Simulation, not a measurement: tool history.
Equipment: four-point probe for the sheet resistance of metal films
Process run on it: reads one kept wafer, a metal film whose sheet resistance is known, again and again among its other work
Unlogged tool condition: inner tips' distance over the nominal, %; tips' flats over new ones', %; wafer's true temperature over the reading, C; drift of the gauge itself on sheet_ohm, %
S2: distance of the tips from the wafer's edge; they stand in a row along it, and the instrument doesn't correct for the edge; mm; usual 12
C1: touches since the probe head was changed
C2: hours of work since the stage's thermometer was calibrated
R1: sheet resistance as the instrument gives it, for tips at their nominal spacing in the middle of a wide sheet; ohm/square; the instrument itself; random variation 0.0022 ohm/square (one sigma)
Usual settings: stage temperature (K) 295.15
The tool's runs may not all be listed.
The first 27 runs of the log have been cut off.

run 28 hour=629.4 | stage_temperature_(K)=296.15 S2=14 | C1=17966 C2=1024 | R1=10.833238
run 29 hour=654.7 | stage_temperature_(K)=296.15 S2=34 | C1=18326 C2=1036 | R1=10.821283
run 30 hour=676.7 | stage_temperature_(K)=296.15 S2=34 | C1=18641 C2=1046 | R1=10.825772
run 31 hour=697 | stage_temperature_(K)=307.15 S2=12 | C1=18932 C2=1055 | R1=10.882368
run 32 hour=728.2 | stage_temperature_(K)=306.15 S2=21 | C1=19377 C2=1070 | R1=10.865556
run 33 hour=751.8 | stage_temperature_(K)=291.15 S2=21 | C1=19716 C2=1081 | R1=10.810756
run 34 hour=777.1 | stage_temperature_(K)=296.15 S2=3 | C1=20076 C2=1093 | R1=11.081988
run 35 hour=792.4 | stage_temperature_(K)=296.15 S2=3 | C1=20295 C2=1100 | R1=11.080932
run 36 hour=811 | stage_temperature_(K)=300.15 S2=3 | C1=20561 C2=1109 | R1=11.094153
run 37 hour=828.4 | stage_temperature_(K)=306.15 S2=12 | C1=20810 C2=1117 | R1=10.87758
run 38 hour=855.8 | stage_temperature_(K)=297.15 S2=15 | C1=21201 C2=1130 | R1=10.838035
run 39 hour=874.9 | stage_temperature_(K)=294.15 S2=64 | C1=21475 C2=1139 | R1=10.817169
run 40 hour=899.3 | stage_temperature_(K)=294.15 S2=4 | C1=21824 C2=1150 | R1=10.963302
run 41 hour=929.4 | stage_temperature_(K)=307.15 S2=5 | C1=22255 C2=1165 | R1=10.955899
run 42 hour=957.4 | stage_temperature_(K)=307.15 S2=5 | C1=22655 C2=1178 | R1=10.961571
run 43 hour=987.9 | stage_temperature_(K)=307.15 S2=5 | C1=23091 C2=1192 | R1=10.96072
run 44 hour=1015.9 | stage_temperature_(K)=294.15 S2=16 | C1=23491 C2=1205 | R1=10.82599
run 45 hour=1038.2 | stage_temperature_(K)=303.15 S2=6 | C1=23810 C2=1216 | R1=10.915209

4 ways to go on from here, each from the tool as it stands after run 45. What would each give?
run A hour=1060 | stage_temperature_(K)=302.15 S2=10 | C1=24122 C2=1226 | R1=?
run B hour=1060 | stage_temperature_(K)=302.15 S2=3 | C1=24122 C2=1226 | R1=?
run C hour=1060 | stage_temperature_(K)=308.15 S2=9 | C1=24122 C2=1226 | R1=?
run D hour=1060 | stage_temperature_(K)=306.15 S2=7 | C1=24122 C2=1226 | R1=?

run=A R1=10.86801
run=B R1=11.098619
run=C R1=10.898378
run=D R1=10.908158
The same runs, with their run-to-run variation unchanged, on a tool lacking any hidden condition would have given:
run=A R1=10.868111
run=B R1=11.098722
run=C R1=10.898477
run=D R1=10.908258

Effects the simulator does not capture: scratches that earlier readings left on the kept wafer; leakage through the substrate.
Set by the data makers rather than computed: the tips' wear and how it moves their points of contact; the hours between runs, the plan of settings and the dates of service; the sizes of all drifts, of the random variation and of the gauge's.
